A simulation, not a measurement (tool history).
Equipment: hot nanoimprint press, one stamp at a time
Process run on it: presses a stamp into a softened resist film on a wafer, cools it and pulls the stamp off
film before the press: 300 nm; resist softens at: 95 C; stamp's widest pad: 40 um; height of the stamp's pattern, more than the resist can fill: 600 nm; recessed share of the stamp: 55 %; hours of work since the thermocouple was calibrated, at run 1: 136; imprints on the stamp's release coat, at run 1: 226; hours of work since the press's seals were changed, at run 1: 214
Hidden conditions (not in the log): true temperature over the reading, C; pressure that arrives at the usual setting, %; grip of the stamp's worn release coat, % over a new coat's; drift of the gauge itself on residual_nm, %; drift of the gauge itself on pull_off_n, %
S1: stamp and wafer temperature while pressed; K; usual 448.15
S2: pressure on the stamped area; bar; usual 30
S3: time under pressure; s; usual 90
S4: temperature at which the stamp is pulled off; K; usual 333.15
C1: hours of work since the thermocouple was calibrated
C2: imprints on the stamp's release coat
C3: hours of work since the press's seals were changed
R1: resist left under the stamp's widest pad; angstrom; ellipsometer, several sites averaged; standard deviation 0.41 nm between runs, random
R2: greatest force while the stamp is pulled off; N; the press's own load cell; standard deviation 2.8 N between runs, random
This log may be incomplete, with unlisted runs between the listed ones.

run,hour,S1,S2,S3,S4,C1,C2,C3,R1,R2
1,0,448.15,30,90,333.15,136,226,214,1820,147
2,12,448.15,30,90,333.15,142,245,219,1815,151
3,22.1,448.15,30,90,333.15,147,261,224,1823,144
4,35,448.15,30,91,333.15,154,281,231,1812,147
5,51.4,448.15,30,91,333.15,162,307,239,1822,146
6,61.2,448.15,30,90,333.15,167,323,244,1826,143
7,82.9,448.15,30,90,333.15,177,357,255,1832,153
8,92.8,448.15,19.3,90,333.15,182,373,259,2197,148
# hour 97.3: plate thermocouple calibrated
9,117.6,448.15,19.3,90,333.15,10,407,270,2221,149
10,126.9,448.15,19.3,90,333.15,15,422,275,2221,152
# hour 140.6: plate thermocouple calibrated, once more
11,149.1,448.15,30,64,333.15,4,452,284,1954,151
12,171.5,448.15,30,64,333.15,15,488,295,1967,150
13,183.6,448.15,30,64,333.15,21,507,301,1965,153
14,202.6,448.15,30,90,333.15,31,537,311,1801,156
15,222.9,448.15,30,90,333.15,41,569,321,1802,154
16,235.2,448.15,30,90,319.15,47,588,327,1798,200
17,257.2,448.15,30,90,319.15,58,623,338,1803,202
18,274.3,437.15,19.2,136,329.15,66,650,346,2407,163
19,292.1,437.15,19.2,136,329.15,75,678,355,2405,167
20,313.3,437.15,19.2,136,329.15,85,712,366,2406,172
21,324.4,437.15,32.7,179,329.15,91,729,371,1867,172
22,335.1,437.15,32.7,179,329.15,96,746,376,1862,171
23,344.8,437.15,32.7,179,329.15,101,762,381,1864,180
24,357,437.15,32.7,179,329.15,107,781,387,1871,177
25,369.7,450.15,30,90,339.15,113,801,393,1726,151
26,385.3,460.15,33.2,100,335.15,121,826,401,1263,162
27,406.2,460.15,33.2,100,335.15,131,859,411,1269,160
28,424.7,454.15,29.7,57,321.15,141,888,421,1820,205
29,435.3,454.15,29.7,88,327.15,146,905,426,1614,191
30,457.8,448.15,30,71,333.15,157,940,437,1934,176

Consider 4 possible next runs. They are alternatives, not a sequence: every one starts from the tool as it was left by run 30. What does each give?
A,478.8,456.15,30,51,333.15,167,973,447,?,?
B,478.8,444.15,30,55,333.15,167,973,447,?,?
C,478.8,460.15,21.3,71,333.15,167,973,447,?,?
D,478.8,439.15,38.4,90,333.15,167,973,447,?,?

run,R1,R2
A,1791,171
B,2216,178
C,1793,175
D,1986,172
Had the tool no hidden state, the same runs would have come out as:
run,R1,R2
A,1766,129
B,2190,135
C,1770,132
D,1954,130

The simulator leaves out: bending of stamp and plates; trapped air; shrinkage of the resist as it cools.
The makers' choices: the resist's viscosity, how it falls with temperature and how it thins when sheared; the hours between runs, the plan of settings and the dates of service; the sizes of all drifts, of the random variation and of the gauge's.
